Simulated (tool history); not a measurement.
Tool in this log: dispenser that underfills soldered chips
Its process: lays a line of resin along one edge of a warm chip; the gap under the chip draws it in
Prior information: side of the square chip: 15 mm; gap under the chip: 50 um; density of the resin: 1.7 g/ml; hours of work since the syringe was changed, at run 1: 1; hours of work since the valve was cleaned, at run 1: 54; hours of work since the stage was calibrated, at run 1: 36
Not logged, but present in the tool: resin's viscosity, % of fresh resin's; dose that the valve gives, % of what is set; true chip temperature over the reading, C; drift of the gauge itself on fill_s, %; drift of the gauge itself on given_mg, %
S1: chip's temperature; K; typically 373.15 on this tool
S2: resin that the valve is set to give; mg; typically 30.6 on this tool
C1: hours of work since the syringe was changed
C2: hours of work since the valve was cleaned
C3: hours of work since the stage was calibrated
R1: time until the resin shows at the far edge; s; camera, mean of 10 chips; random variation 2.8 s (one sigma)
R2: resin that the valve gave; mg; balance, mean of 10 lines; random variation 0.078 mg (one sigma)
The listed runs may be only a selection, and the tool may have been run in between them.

run,hour,S1,S2,C1,C2,C3,R1,R2
1,0,373.15,30.6,1,54,36,282.7,29.67
2,5.6,373.15,30.6,5,58,40,333.4,29.43
# hour 7.3: dispensing valve cleaned and set on the balance
# hour 9.3: new syringe of resin
3,12.1,373.15,30.6,2,3,44,301.2,30.64
# hour 18.5: new syringe of resin
4,20.1,373.15,30.6,1,9,50,289.6,30.52
5,23.7,373.15,30.6,4,12,53,328.9,30.42
# hour 27.6: new syringe of resin
6,27.6,363.15,30.6,0,14,55,401.6,30.54
7,32.2,363.15,30.6,3,18,59,468.5,30.59
# hour 36.7: new syringe of resin
8,37.3,373.15,30.6,0,21,62,284.3,30.37
9,42.7,373.15,30.6,4,25,66,337.8,30.26
# hour 45.8: new syringe of resin
10,46.5,373.15,30.6,1,28,69,283.5,30.17
11,51.2,373.15,26.7,4,31,72,335.1,26.36
# hour 55.1: new syringe of resin
12,55.9,373.15,30.6,1,35,76,278.5,30.03
13,60,373.15,30.6,4,38,79,324.2,29.99
# hour 64.7: new syringe of resin
14,66.3,373.15,30.6,1,42,83,287.9,29.95
15,70.9,373.15,35.6,5,46,87,335.8,34.7
# hour 73.8: new syringe of resin
16,78.8,373.15,35.6,4,51,92,321.2,34.63
# hour 83: new syringe of resin
17,87.2,373.15,35.6,3,57,98,311.1,34.46
# hour 90.4: dispensing valve cleaned and set on the balance
# hour 93.4: new syringe of resin
18,94.7,373.15,35.6,1,3,103,289.2,35.43
# hour 102.8: new syringe of resin
19,102.8,388.15,30.7,0,9,109,165.5,30.43
20,107.2,377.15,28.5,3,12,112,277.8,28.15
21,110.9,380.15,29.2,6,15,115,288.2,28.83
# hour 112.3: new syringe of resin
22,117.7,373.15,32.7,4,20,120,326.6,32.16
# hour 121.3: new syringe of resin
23,125.7,373.15,32.7,3,25,125,320.5,32.06
24,129.6,363.15,34.7,6,28,128,534.8,33.98
# hour 130.6: new syringe of resin
25,135.5,363.15,34.7,4,32,132,471.4,33.85
26,139.2,372.15,34.7,6,35,135,379.7,33.61
# hour 140: new syringe of resin
27,145,372.15,34.7,4,39,139,333.9,33.74
# hour 149.3: new syringe of resin
28,150.3,372.15,34.7,1,43,143,307.7,33.75
29,157.7,372.15,34.7,6,48,148,383.7,33.69
# hour 158.7: new syringe of resin
30,163.5,372.15,34.7,4,53,152,340.1,33.48
# hour 168.4: new syringe of resin
31,168.6,372.15,34.7,0,56,156,291.4,33.32
# hour 173.6: dispensing valve cleaned and set on the balance
32,175.7,387.15,35.6,5,2,161,208.6,35.58
# hour 178.5: new syringe of resin
33,180.7,387.15,33.8,2,5,164,176.8,33.64
34,184.9,376.15,34.5,5,8,167,306,34.34
# hour 187.5: new syringe of resin
35,191.3,376.15,34.5,3,13,172,281,34.34

Below are 3 alternative next runs, each starting from the tool's condition after run 35. Predict each:
A,195.9,381.15,39.1,6,16,175,?,?
B,195.9,373.15,29.8,6,16,175,?,?
C,195.9,373.15,32.9,6,16,175,?,?

run,R1,R2
A,271.6,38.88
B,376.5,29.6
C,378.3,32.65
With the hidden condition removed and each run's random variation left untouched, the same runs would have given:
run,R1,R2
A,199.9,39.24
B,276.7,29.88
C,278.1,32.96
